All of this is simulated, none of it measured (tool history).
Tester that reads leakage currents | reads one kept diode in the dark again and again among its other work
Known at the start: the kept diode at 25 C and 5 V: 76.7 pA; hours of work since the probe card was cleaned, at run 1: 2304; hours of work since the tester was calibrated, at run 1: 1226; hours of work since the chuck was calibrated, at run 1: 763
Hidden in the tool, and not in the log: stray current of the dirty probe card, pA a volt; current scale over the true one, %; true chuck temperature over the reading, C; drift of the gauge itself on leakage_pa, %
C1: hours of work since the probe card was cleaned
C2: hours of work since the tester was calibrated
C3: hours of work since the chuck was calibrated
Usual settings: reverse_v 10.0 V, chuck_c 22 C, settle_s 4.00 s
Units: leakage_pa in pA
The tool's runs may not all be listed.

{"run": 1, "hour": 0.0, "reverse_v": 10.0, "chuck_c": 22, "settle_s": 4.0, "C1": 2304, "C2": 1226, "C3": 763, "leakage_pa": 115.54}
{"run": 2, "hour": 136.8, "reverse_v": 10.0, "chuck_c": 53, "settle_s": 4.0, "C1": 2373, "C2": 1295, "C3": 832, "leakage_pa": 1155.75}
{"hour": 168.8, "done": "probe card cleaned and baked"}
{"hour": 170.8, "done": "chuck's temperature calibrated"}
{"run": 3, "hour": 253.5, "reverse_v": 10.0, "chuck_c": 53, "settle_s": 4.0, "C1": 42, "C2": 1352, "C3": 42, "leakage_pa": 984.36}
{"run": 4, "hour": 330.7, "reverse_v": 10.0, "chuck_c": 22, "settle_s": 4.0, "C1": 81, "C2": 1391, "C3": 81, "leakage_pa": 77.96}
{"run": 5, "hour": 401.4, "reverse_v": 10.0, "chuck_c": 22, "settle_s": 4.0, "C1": 117, "C2": 1427, "C3": 117, "leakage_pa": 78.86}
{"run": 6, "hour": 565.7, "reverse_v": 10.0, "chuck_c": 22, "settle_s": 4.0, "C1": 200, "C2": 1510, "C3": 200, "leakage_pa": 81.61}
{"run": 7, "hour": 673.0, "reverse_v": 13.2, "chuck_c": 25, "settle_s": 1.39, "C1": 255, "C2": 1565, "C3": 255, "leakage_pa": 120.54}
{"run": 8, "hour": 821.0, "reverse_v": 13.2, "chuck_c": 25, "settle_s": 1.39, "C1": 330, "C2": 1640, "C3": 330, "leakage_pa": 125.21}
{"run": 9, "hour": 923.0, "reverse_v": 15.6, "chuck_c": 20, "settle_s": 0.52, "C1": 382, "C2": 1692, "C3": 382, "leakage_pa": 96.37}
{"run": 10, "hour": 1031.5, "reverse_v": 10.0, "chuck_c": 30, "settle_s": 0.72, "C1": 437, "C2": 1747, "C3": 437, "leakage_pa": 176.83}
{"run": 11, "hour": 1157.3, "reverse_v": 10.0, "chuck_c": 30, "settle_s": 0.72, "C1": 500, "C2": 1811, "C3": 500, "leakage_pa": 182.28}
{"run": 12, "hour": 1257.1, "reverse_v": 2.5, "chuck_c": 22, "settle_s": 4.0, "C1": 551, "C2": 1861, "C3": 551, "leakage_pa": 54.85}

Hidden state at the last listed run before each entry between runs and at the first one after, where it differs:
Between runs 2 and 3: probe card cleaned and baked (hour 168.8); chuck's temperature calibrated (hour 170.8)
  stray current of the dirty probe card, pA a volt: 2.875 -> 0.078; current scale over the true one, %: 0.25 -> 0.26; true chuck temperature over the reading, C: 1.97 -> 0.2
  measured less the result without the state, leakage_pa: +185.64 -> +18.00 pA
